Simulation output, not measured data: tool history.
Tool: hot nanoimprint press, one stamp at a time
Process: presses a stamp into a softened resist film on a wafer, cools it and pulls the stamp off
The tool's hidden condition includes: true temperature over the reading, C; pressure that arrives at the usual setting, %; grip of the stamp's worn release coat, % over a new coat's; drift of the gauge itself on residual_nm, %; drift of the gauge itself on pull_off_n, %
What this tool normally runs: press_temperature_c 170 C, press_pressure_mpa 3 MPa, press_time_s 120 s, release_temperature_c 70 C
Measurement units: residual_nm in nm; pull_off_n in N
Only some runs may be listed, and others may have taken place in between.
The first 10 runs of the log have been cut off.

| run | day | press_temperature_c | press_pressure_mpa | press_time_s | release_temperature_c | hours of work since the thermocouple was calibrated | imprints on the stamp's release coat | hours of work since the press's seals were changed | residual_nm | pull_off_n |
|---|---|---|---|---|---|---|---|---|---|---|
| 11 | 21.65 | 171 | 3 | 120 | 70 | 74 | 2160 | 178 | 125 | 223 |
| 12 | 24.479 | 170 | 3 | 120 | 70 | 119 | 2315 | 223 | 131.1 | 219 |
|  | 25.583 | stamp cleaned and given a new release coat |
| 13 | 26.071 | 170 | 3 | 120 | 70 | 141 | 27 | 244 | 131.6 | 235 |
| 14 | 28.038 | 162 | 3 | 120 | 70 | 172 | 134 | 276 | 185.9 | 214 |
| 15 | 31.083 | 170 | 3 | 120 | 70 | 221 | 301 | 325 | 131.9 | 233 |
| 16 | 32.75 | 170 | 3 | 120 | 70 | 248 | 392 | 351 | 131.9 | 222 |
| 17 | 35.333 | 170 | 3 | 120 | 70 | 289 | 533 | 393 | 131.4 | 222 |
| 18 | 37.479 | 170 | 3 | 120 | 70 | 323 | 650 | 427 | 131.8 | 228 |
|  | 39.521 | plate thermocouple calibrated |
| 19 | 39.571 | 170 | 3 | 128 | 76 | 1 | 757 | 458 | 128.1 | 222 |
| 20 | 41.262 | 177 | 2.25 | 179 | 61 | 28 | 850 | 486 | 86.6 | 238 |
| 21 | 43.1 | 177 | 2.25 | 179 | 61 | 57 | 950 | 515 | 85.9 | 235 |
| 22 | 45.888 | 177 | 2.25 | 179 | 61 | 102 | 1102 | 560 | 86.2 | 229 |
| 23 | 47.929 | 170 | 3 | 131 | 57 | 135 | 1213 | 592 | 127.8 | 241 |
|  | 49.538 | press's hydraulic seals changed and the load cell set to zero |
| 24 | 50.188 | 170 | 3.96 | 88 | 70 | 165 | 1319 | 10 | 132.4 | 226 |
| 25 | 52.775 | 170 | 3.58 | 88 | 56 | 207 | 1460 | 52 | 137.8 | 239 |
| 26 | 54.917 | 170 | 3.98 | 88 | 64 | 241 | 1577 | 86 | 132.9 | 233 |
| 27 | 56.567 | 170 | 2.01 | 191 | 70 | 268 | 1667 | 113 | 129.1 | 224 |
| 28 | 59.708 | 170 | 4.64 | 191 | 70 | 318 | 1838 | 163 | 91.1 | 215 |
|  | 62.092 | plate thermocouple calibrated |
| 29 | 62.929 | 170 | 4.64 | 191 | 70 | 13 | 2007 | 212 | 91.8 | 217 |
| 30 | 64.279 | 170 | 4.64 | 191 | 70 | 35 | 2081 | 234 | 90.9 | 235 |
| 31 | 66.85 | 170 | 4.64 | 191 | 70 | 76 | 2221 | 275 | 90.8 | 217 |

Forecast each of these 3 alternatives for the next run:
| A | 69.3 | 170 | 1.82 | 191 | 62 | 115 | 2355 | 314 | ? | ? |
| B | 69.3 | 168 | 4.64 | 191 | 70 | 115 | 2355 | 314 | ? | ? |
| C | 69.3 | 170 | 1.94 | 100 | 62 | 115 | 2355 | 314 | ? | ? |

| run | residual_nm | pull_off_n |
|---|---|---|
| A | 133.9 | 231 |
| B | 102.7 | 221 |
| C | 161.8 | 231 |
With no hidden state in the tool, these same runs would have given:
| run | residual_nm | pull_off_n |
|---|---|---|
| A | 133.9 | 229 |
| B | 102.7 | 219 |
| C | 161.8 | 230 |

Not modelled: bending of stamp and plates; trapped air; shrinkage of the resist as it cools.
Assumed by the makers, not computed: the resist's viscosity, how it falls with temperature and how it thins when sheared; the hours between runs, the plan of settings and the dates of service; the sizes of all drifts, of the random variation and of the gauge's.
